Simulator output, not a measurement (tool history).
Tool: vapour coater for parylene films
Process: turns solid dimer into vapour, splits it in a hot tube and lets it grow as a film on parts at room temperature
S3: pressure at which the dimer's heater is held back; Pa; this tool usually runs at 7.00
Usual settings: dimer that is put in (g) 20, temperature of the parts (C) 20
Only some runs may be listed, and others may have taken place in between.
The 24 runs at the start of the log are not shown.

{"run": 25, "hour": 1099.9, "dimer that is put in (g)": 13, "temperature of the parts (C)": 16, "S3": 3.3, "thickness of the film (nm)": 1800}
{"hour": 1147.9, "done": "trap's valve overhauled"}
{"run": 26, "hour": 1149.6, "dimer that is put in (g)": 13, "temperature of the parts (C)": 22, "S3": 3.3, "thickness of the film (nm)": 1850}
{"run": 27, "hour": 1193.2, "dimer that is put in (g)": 13, "temperature of the parts (C)": 22, "S3": 3.3, "thickness of the film (nm)": 1780}
{"run": 28, "hour": 1258.3, "dimer that is put in (g)": 17, "temperature of the parts (C)": 18, "S3": 8.2, "thickness of the film (nm)": 2280}
{"run": 29, "hour": 1303.1, "dimer that is put in (g)": 17, "temperature of the parts (C)": 18, "S3": 8.2, "thickness of the film (nm)": 2270}
{"run": 30, "hour": 1350.5, "dimer that is put in (g)": 17, "temperature of the parts (C)": 18, "S3": 8.2, "thickness of the film (nm)": 2240}
{"run": 31, "hour": 1409.5, "dimer that is put in (g)": 16, "temperature of the parts (C)": 15, "S3": 2.4, "thickness of the film (nm)": 2320}
{"hour": 1456.4, "done": "trap's valve overhauled"}
{"run": 32, "hour": 1478.5, "dimer that is put in (g)": 16, "temperature of the parts (C)": 15, "S3": 2.4, "thickness of the film (nm)": 2580}
{"run": 33, "hour": 1541.2, "dimer that is put in (g)": 16, "temperature of the parts (C)": 25, "S3": 2.13, "thickness of the film (nm)": 2120}
{"run": 34, "hour": 1600.4, "dimer that is put in (g)": 10, "temperature of the parts (C)": 28, "S3": 3.54, "thickness of the film (nm)": 1160}
{"run": 35, "hour": 1645.6, "dimer that is put in (g)": 20, "temperature of the parts (C)": 16, "S3": 3.19, "thickness of the film (nm)": 2920}
{"run": 36, "hour": 1673.2, "dimer that is put in (g)": 20, "temperature of the parts (C)": 16, "S3": 3.19, "thickness of the film (nm)": 2890}
{"run": 37, "hour": 1719.3, "dimer that is put in (g)": 20, "temperature of the parts (C)": 29, "S3": 4.67, "thickness of the film (nm)": 2100}
{"run": 38, "hour": 1756.5, "dimer that is put in (g)": 11, "temperature of the parts (C)": 29, "S3": 2.6, "thickness of the film (nm)": 1180}

Each row is a separate what-if for the run after 38, all from the same tool condition, not one after another. Results?
{"hour": 1763.6, "done": "trap's valve overhauled"}
{"run": "A", "hour": 1791.2, "dimer that is put in (g)": 10, "temperature of the parts (C)": 16, "S3": 2.49, "thickness of the film (nm)": "?"}
{"hour": 1763.6, "done": "trap's valve overhauled"}
{"run": "B", "hour": 1791.2, "dimer that is put in (g)": 20, "temperature of the parts (C)": 31, "S3": 7.0, "thickness of the film (nm)": "?"}
{"hour": 1763.6, "done": "trap's valve overhauled"}
{"run": "C", "hour": 1791.2, "dimer that is put in (g)": 10, "temperature of the parts (C)": 13, "S3": 2.83, "thickness of the film (nm)": "?"}

run=A thickness_of_the_film_(nm)=1590
run=B thickness_of_the_film_(nm)=2220
run=C thickness_of_the_film_(nm)=1680
Stripped of hidden state, with their random variation kept, the same runs would have yielded:
run=A thickness_of_the_film_(nm)=1650
run=B thickness_of_the_film_(nm)=2290
run=C thickness_of_the_film_(nm)=1730

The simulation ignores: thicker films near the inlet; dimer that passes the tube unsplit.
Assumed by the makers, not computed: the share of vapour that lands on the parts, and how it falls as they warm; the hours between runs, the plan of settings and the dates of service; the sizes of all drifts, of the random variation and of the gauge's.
